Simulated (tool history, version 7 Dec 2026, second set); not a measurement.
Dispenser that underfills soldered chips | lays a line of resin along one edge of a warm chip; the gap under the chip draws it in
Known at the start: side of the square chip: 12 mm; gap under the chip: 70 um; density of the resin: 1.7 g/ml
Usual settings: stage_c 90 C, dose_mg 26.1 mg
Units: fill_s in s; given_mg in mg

Run 1, hour 0: usual settings. Result: fill_s 144.1 s, given_mg 25.61 mg.
Run 2, hour 4.1: usual settings. Result: fill_s 169.1 s, given_mg 25.38 mg.
At hour 5.5: new syringe of resin.
Run 3, hour 7.2: usual settings but stage_c 98 C. Result: fill_s 96.6 s, given_mg 25.41 mg.
Run 4, hour 12.1: usual settings but stage_c 98 C. Result: fill_s 112.5 s, given_mg 25.18 mg.
Run 5, hour 16: usual settings but stage_c 98 C. Result: fill_s 131.2 s, given_mg 25.3 mg.
At hour 17: new syringe of resin.
Run 6, hour 18.9: usual settings but stage_c 98 C. Result: fill_s 96.2 s, given_mg 25.07 mg.
Run 7, hour 23.5: usual settings but stage_c 98 C. Result: fill_s 116.9 s, given_mg 25.24 mg.

Run 8 comes next. What will it give?
Run 8, hour 25.9: usual settings but stage_c 98 C. Result: fill_s ?, given_mg ?.

fill_s: 125 s
given_mg: 25.05 mg
Without the tool's hidden state the same run would have given fill_s 89.6 s, given_mg 26.03 mg.

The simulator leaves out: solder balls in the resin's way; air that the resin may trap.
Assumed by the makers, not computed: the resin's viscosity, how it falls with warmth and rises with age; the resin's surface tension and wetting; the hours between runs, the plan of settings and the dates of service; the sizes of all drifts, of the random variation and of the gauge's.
